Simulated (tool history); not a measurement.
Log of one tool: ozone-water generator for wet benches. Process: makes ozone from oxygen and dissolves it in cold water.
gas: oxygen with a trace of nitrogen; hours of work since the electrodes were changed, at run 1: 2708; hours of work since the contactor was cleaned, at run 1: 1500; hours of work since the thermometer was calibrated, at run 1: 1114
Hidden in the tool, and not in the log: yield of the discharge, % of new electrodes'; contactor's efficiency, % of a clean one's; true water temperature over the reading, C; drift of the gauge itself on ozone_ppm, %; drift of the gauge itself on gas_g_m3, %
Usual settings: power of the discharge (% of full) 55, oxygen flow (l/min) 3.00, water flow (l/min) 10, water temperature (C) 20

| run | day | power of the discharge (% of full) | oxygen flow (l/min) | water flow (l/min) | water temperature (C) | hours of work since the electrodes were changed | hours of work since the contactor was cleaned | hours of work since the thermometer was calibrated | dissolved ozone (ppm) | ozone in the gas ahead of the water (g/m3) |
|---|---|---|---|---|---|---|---|---|---|---|
| 1 | 0.000 | 55 | 3.00 | 10 | 20 | 2708 | 1500 | 1114 | 17.7 | 155.3 |
| 2 | 4.638 | 55 | 3.00 | 10 | 20 | 2782 | 1575 | 1188 | 18.0 | 153.0 |
| 3 | 7.700 | 55 | 3.00 | 10 | 20 | 2831 | 1624 | 1237 | 17.7 | 156.8 |
| 4 | 11.629 | 55 | 3.00 | 10 | 20 | 2894 | 1686 | 1300 | 17.9 | 156.4 |
| 5 | 16.212 | 55 | 4.32 | 10 | 20 | 2967 | 1760 | 1373 | 16.4 | 119.3 |
| 6 | 18.908 | 55 | 4.32 | 10 | 20 | 3010 | 1803 | 1416 | 16.1 | 120.1 |
| 7 | 22.721 | 55 | 3.00 | 10 | 20 | 3071 | 1864 | 1477 | 17.7 | 154.7 |
| 8 | 25.788 | 55 | 3.00 | 10 | 20 | 3120 | 1913 | 1526 | 18.0 | 153.4 |
| 9 | 29.796 | 55 | 3.00 | 12 | 16 | 3184 | 1977 | 1590 | 16.3 | 156.3 |
| 10 | 33.129 | 55 | 3.00 | 12 | 16 | 3238 | 2030 | 1644 | 16.1 | 154.1 |
| 11 | 35.875 | 55 | 3.00 | 10 | 14 | 3282 | 2074 | 1688 | 19.3 | 154.0 |
| 12 | 39.412 | 55 | 3.00 | 8 | 12 | 3338 | 2131 | 1744 | 23.1 | 152.4 |
| 13 | 44.238 | 88 | 3.00 | 14 | 24 | 3416 | 2208 | 1821 | 18.5 | 224.9 |
| 14 | 47.033 | 56 | 2.41 | 11 | 13 | 3460 | 2253 | 1866 | 18.6 | 181.1 |
| 15 | 52.875 | 41 | 4.29 | 7 | 17 | 3554 | 2346 | 1960 | 16.5 | 93.5 |

3 ways to go on from here, each from the tool as it stands after run 15. What would each give?
| A | 56.804 | 78 | 5.27 | 10 | 21 | 3617 | 2409 | 2023 | ? | ? |
| B | 56.804 | 71 | 5.09 | 7 | 20 | 3617 | 2409 | 2023 | ? | ? |
| C | 56.804 | 70 | 3.00 | 13 | 23 | 3617 | 2409 | 2023 | ? | ? |

| run | dissolved ozone (ppm) | ozone in the gas ahead of the water (g/m3) |
|---|---|---|
| A | 19.6 | 137.7 |
| B | 22.4 | 128.7 |
| C | 16.5 | 184.4 |
Without the tool's hidden state the same runs would have given:
| run | dissolved ozone (ppm) | ozone in the gas ahead of the water (g/m3) |
|---|---|---|
| A | 23.0 | 158.3 |
| B | 25.9 | 146.5 |
| C | 19.2 | 209.7 |
